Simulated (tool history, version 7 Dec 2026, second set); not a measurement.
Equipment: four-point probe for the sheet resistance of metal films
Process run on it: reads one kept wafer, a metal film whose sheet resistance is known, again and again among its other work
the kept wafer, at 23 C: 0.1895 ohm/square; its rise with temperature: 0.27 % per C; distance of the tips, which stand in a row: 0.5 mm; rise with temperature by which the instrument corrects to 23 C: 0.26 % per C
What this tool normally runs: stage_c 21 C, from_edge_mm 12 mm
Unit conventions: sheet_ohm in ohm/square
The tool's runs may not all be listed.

Run 1, hour 0.0: usual settings. Result: sheet_ohm 0.189698 ohm/square.
Run 2, hour 16.6: usual settings. Result: sheet_ohm 0.189700 ohm/square.
Run 3, hour 25.3: usual settings. Result: sheet_ohm 0.189715 ohm/square.
Run 4, hour 40.0: usual settings. Result: sheet_ohm 0.189758 ohm/square.
Run 5, hour 47.0: usual settings. Result: sheet_ohm 0.189744 ohm/square.
Run 6, hour 56.5: usual settings. Result: sheet_ohm 0.189756 ohm/square.
Run 7, hour 64.0: usual settings. Result: sheet_ohm 0.189709 ohm/square.
Run 8, hour 75.0: usual settings. Result: sheet_ohm 0.189676 ohm/square.
Run 9, hour 91.5: usual settings. Result: sheet_ohm 0.189734 ohm/square.
Run 10, hour 104.9: usual settings but stage_c 28 C. Result: sheet_ohm 0.189913 ohm/square.
At hour 106.1: stage's thermometer calibrated.
Run 11, hour 113.2: usual settings but stage_c 30 C. Result: sheet_ohm 0.189975 ohm/square.
Run 12, hour 125.1: usual settings but stage_c 31 C. Result: sheet_ohm 0.190129 ohm/square.
Run 13, hour 138.2: usual settings but from_edge_mm 7 mm. Result: sheet_ohm 0.190255 ohm/square.
Run 14, hour 155.0: usual settings. Result: sheet_ohm 0.189895 ohm/square.
Run 15, hour 162.1: usual settings. Result: sheet_ohm 0.189888 ohm/square.
Run 16, hour 175.7: usual settings but stage_c 22 C, from_edge_mm 3 mm. Result: sheet_ohm 0.192581 ohm/square.
Run 17, hour 187.9: usual settings but stage_c 22 C, from_edge_mm 73 mm. Result: sheet_ohm 0.189856 ohm/square.
Run 18, hour 203.9: usual settings but stage_c 29 C, from_edge_mm 39 mm. Result: sheet_ohm 0.189940 ohm/square.
At hour 210.6: stage's thermometer calibrated, once more.
Run 19, hour 220.3: usual settings but stage_c 22 C, from_edge_mm 41 mm. Result: sheet_ohm 0.189320 ohm/square.
Run 20, hour 228.5: usual settings but stage_c 28 C, from_edge_mm 6 mm. Result: sheet_ohm 0.190200 ohm/square.
Run 21, hour 236.3: usual settings but stage_c 22 C, from_edge_mm 5 mm. Result: sheet_ohm 0.190323 ohm/square.
Run 22, hour 247.6: usual settings but stage_c 22 C, from_edge_mm 5 mm. Result: sheet_ohm 0.190323 ohm/square.
Run 23, hour 255.9: usual settings but stage_c 22 C, from_edge_mm 5 mm. Result: sheet_ohm 0.190324 ohm/square.
Run 24, hour 268.7: usual settings but stage_c 30 C, from_edge_mm 55 mm. Result: sheet_ohm 0.189434 ohm/square.
Run 25, hour 276.5: usual settings but stage_c 30 C, from_edge_mm 55 mm. Result: sheet_ohm 0.189461 ohm/square.
Run 26, hour 284.6: usual settings but stage_c 30 C, from_edge_mm 55 mm. Result: sheet_ohm 0.189459 ohm/square.
Run 27, hour 294.7: usual settings but stage_c 22 C, from_edge_mm 13 mm. Result: sheet_ohm 0.189505 ohm/square.
Run 28, hour 301.8: usual settings but stage_c 30 C, from_edge_mm 21 mm. Result: sheet_ohm 0.189487 ohm/square.
Run 29, hour 313.4: usual settings but stage_c 26 C, from_edge_mm 27 mm. Result: sheet_ohm 0.189450 ohm/square.

Measured minus without-hidden-state, run by run (identical run-to-run variation in each term; gauge scatter may differ):
Unlogged tool condition in this case: inner tips' distance over the nominal, %; tips' flats over new ones', %; wafer's true temperature over the reading, C; drift of the gauge itself on sheet_ohm, %.
run  sheet_ohm
  1  +0.000056
  2  +0.000061
  3  +0.000063
  4  +0.000067
  5  +0.000070
  6  +0.000073
  7  +0.000075
  8  +0.000078
  9  +0.000083
 10  +0.000083
 11  +0.000267
 12  +0.000269
 13  +0.000286
 14  +0.000290
 15  +0.000293
 16  +0.000300
 17  +0.000299
 18  +0.000295
 19  -0.000173
 20  -0.000172
 21  -0.000169
 22  -0.000166
 23  -0.000163
 24  -0.000159
 25  -0.000156
 26  -0.000154
 27  -0.000151
 28  -0.000150
 29  -0.000146
